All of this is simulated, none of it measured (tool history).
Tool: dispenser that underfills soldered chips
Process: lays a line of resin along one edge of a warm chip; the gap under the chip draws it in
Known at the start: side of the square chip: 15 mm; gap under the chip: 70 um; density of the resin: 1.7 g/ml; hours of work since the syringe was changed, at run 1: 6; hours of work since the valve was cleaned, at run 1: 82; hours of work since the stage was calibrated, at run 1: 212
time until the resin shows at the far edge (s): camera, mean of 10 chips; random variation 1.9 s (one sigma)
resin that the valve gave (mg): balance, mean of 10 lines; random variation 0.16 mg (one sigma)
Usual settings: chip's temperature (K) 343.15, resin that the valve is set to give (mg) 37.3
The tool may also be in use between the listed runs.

| run | hour | chip's temperature (K) | resin that the valve is set to give (mg) | hours of work since the syringe was changed | hours of work since the valve was cleaned | hours of work since the stage was calibrated | time until the resin shows at the far edge (s) | resin that the valve gave (mg) |
|---|---|---|---|---|---|---|---|---|
| 1 | 0 | 343.15 | 37.3 | 6 | 82 | 212 | 326.5 | 35.28 |
|  | 5.8 | new syringe of resin |
| 2 | 6.3 | 343.15 | 37.3 | 0 | 86 | 216 | 209.2 | 35.45 |
| 3 | 18.5 | 343.15 | 37.3 | 8 | 94 | 224 | 388.9 | 35.28 |
|  | 20.6 | new syringe of resin |
| 4 | 29.2 | 329.15 | 37.3 | 6 | 101 | 231 | 595.9 | 34.78 |
|  | 35.4 | new syringe of resin |
| 5 | 42.4 | 347.15 | 37.3 | 5 | 109 | 239 | 251.7 | 34.5 |
| 6 | 48.4 | 347.15 | 37.3 | 8 | 113 | 243 | 342 | 34.41 |
|  | 50.9 | new syringe of resin |
| 7 | 61.6 | 347.15 | 45.6 | 7 | 121 | 251 | 297.9 | 41.95 |
|  | 65.8 | new syringe of resin |
| 8 | 67.7 | 347.15 | 45.6 | 1 | 125 | 255 | 188.2 | 41.63 |
|  | 72.6 | dispensing valve cleaned and set on the balance |
| 9 | 76.6 | 343.15 | 33.3 | 6 | 3 | 260 | 345.9 | 33.32 |
|  | 82.4 | new syringe of resin |
| 10 | 88.7 | 343.15 | 33.3 | 4 | 10 | 268 | 282.9 | 32.93 |
| 11 | 95.3 | 343.15 | 33.3 | 8 | 14 | 272 | 399.5 | 33.04 |
|  | 97.4 | new syringe of resin |
| 12 | 109 | 355.15 | 37.3 | 8 | 23 | 280 | 232 | 36.82 |
|  | 112.2 | new syringe of resin |
| 13 | 115 | 357.15 | 37.3 | 2 | 27 | 284 | 133.1 | 36.7 |
| 14 | 121.2 | 357.15 | 37.3 | 6 | 31 | 288 | 186.4 | 36.37 |
|  | 127.4 | new syringe of resin |
| 15 | 130.6 | 329.15 | 37.7 | 2 | 37 | 294 | 439.3 | 36.59 |
|  | 142.4 | new syringe of resin |
| 16 | 143.5 | 344.15 | 36.6 | 1 | 45 | 302 | 212.9 | 35.47 |
| 17 | 153 | 343.15 | 48.4 | 7 | 51 | 308 | 347 | 46.67 |
|  | 157.4 | new syringe of resin |
| 18 | 165.8 | 331.15 | 38.5 | 5 | 59 | 316 | 528.2 | 37.18 |
|  | 172.6 | new syringe of resin |
| 19 | 177.3 | 331.15 | 38.5 | 3 | 66 | 323 | 439.7 | 36.86 |
| 20 | 184.1 | 339.15 | 34.6 | 7 | 70 | 328 | 454.3 | 32.85 |
|  | 188 | new syringe of resin |
| 21 | 194.4 | 339.15 | 34.6 | 4 | 77 | 334 | 360.8 | 32.71 |
|  | 203.4 | new syringe of resin |
| 22 | 203.4 | 339.15 | 34.6 | 0 | 82 | 340 | 262.7 | 32.63 |
| 23 | 213.8 | 347.15 | 33.4 | 7 | 89 | 347 | 326.3 | 31.36 |
|  | 218.6 | new syringe of resin |
| 24 | 224.6 | 333.15 | 36.6 | 4 | 96 | 353 | 453.4 | 34.4 |
| 25 | 230.1 | 348.15 | 31.9 | 7 | 99 | 357 | 338.1 | 29.77 |
|  | 233.9 | new syringe of resin |
| 26 | 237.3 | 348.15 | 31.9 | 2 | 104 | 361 | 219.1 | 29.64 |
| 27 | 245.3 | 338.15 | 42.6 | 7 | 109 | 366 | 468.5 | 39.48 |
|  | 249 | new syringe of resin |
| 28 | 257.1 | 348.15 | 47.3 | 5 | 116 | 374 | 257.4 | 43.21 |

Forecast each of these 5 alternatives for the next run:
|  | 264.2 | new syringe of resin |
| A | 264.5 | 353.15 | 41.2 | 0 | 121 | 378 | ? | ? |
|  | 264.2 | new syringe of resin |
| B | 264.5 | 343.15 | 35.8 | 0 | 121 | 378 | ? | ? |
|  | 264.2 | new syringe of resin |
| C | 264.5 | 339.15 | 42.3 | 0 | 121 | 378 | ? | ? |
|  | 264.2 | new syringe of resin |
| D | 264.5 | 355.15 | 37.3 | 0 | 121 | 378 | ? | ? |
|  | 264.2 | new syringe of resin |
| E | 264.5 | 343.15 | 41.9 | 0 | 121 | 378 | ? | ? |

| run | time until the resin shows at the far edge (s) | resin that the valve gave (mg) |
|---|---|---|
| A | 138.1 | 37.82 |
| B | 218.1 | 32.7 |
| C | 247.7 | 38.73 |
| D | 133.2 | 34.12 |
| E | 209 | 38.16 |
Without the tool's hidden state the same runs would have given:
| run | time until the resin shows at the far edge (s) | resin that the valve gave (mg) |
|---|---|---|
| A | 124.4 | 41.31 |
| B | 193.1 | 35.72 |
| C | 222 | 42.3 |
| D | 119.2 | 37.28 |
| E | 187.7 | 41.68 |
